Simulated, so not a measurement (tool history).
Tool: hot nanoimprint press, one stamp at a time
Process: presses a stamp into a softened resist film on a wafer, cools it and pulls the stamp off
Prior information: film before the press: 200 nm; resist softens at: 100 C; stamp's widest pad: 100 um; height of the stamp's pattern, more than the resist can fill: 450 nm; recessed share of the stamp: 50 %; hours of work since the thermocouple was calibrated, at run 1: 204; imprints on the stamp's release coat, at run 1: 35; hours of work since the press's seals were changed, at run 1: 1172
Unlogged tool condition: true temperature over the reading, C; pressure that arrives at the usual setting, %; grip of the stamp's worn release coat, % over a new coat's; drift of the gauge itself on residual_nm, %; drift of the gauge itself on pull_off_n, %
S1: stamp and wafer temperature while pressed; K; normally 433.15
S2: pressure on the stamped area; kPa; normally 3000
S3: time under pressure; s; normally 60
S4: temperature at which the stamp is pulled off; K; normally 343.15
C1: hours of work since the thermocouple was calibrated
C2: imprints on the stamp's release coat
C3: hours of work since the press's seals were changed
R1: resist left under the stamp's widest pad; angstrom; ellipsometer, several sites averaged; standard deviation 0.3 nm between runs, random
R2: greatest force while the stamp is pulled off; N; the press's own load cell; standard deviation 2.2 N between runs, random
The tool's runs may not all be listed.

run,hour,S1,S2,S3,S4,C1,C2,C3,R1,R2
1,0.0,433.15,3000,60,343.15,204,35,1172,1139,99
2,49.7,433.15,3000,95,343.15,229,170,1197,993,101
3,89.2,427.15,3000,60,343.15,249,277,1217,1371,107
# hour 124.2: plate thermocouple calibrated
4,150.0,427.15,3000,60,343.15,13,435,1247,1383,111
# hour 194.6: press's hydraulic seals changed and the load cell set to zero
5,215.3,427.15,3000,60,343.15,42,590,11,1361,130
6,252.2,427.15,3000,60,343.15,61,691,29,1356,136
7,284.5,427.15,3000,60,343.15,77,778,46,1360,133
8,321.4,433.15,3000,60,343.15,96,879,64,1132,137
9,354.5,433.15,3000,60,343.15,113,969,81,1124,148
10,391.5,433.15,3000,60,343.15,132,1069,100,1125,146
# hour 410.0: stamp cleaned and given a new release coat
11,425.3,433.15,3000,60,343.15,146,42,114,1125,102
12,449.7,433.15,3000,60,343.15,158,108,127,1127,103
13,489.1,433.15,3000,60,343.15,178,215,147,1129,104
14,533.4,433.15,3000,60,343.15,201,335,169,1127,110
15,565.4,433.15,3000,64,343.15,217,423,185,1102,117
16,610.2,427.15,3870,60,337.15,240,544,208,1205,143

Run 17 is up next; what results do you expect?
17,640.3,427.15,3100,65,337.15,255,626,223,?,?

R1: 1300 angstrom
R2: 144 N
Without the tool's hidden state the same run would have given R1 1319 angstrom, R2 113 N.
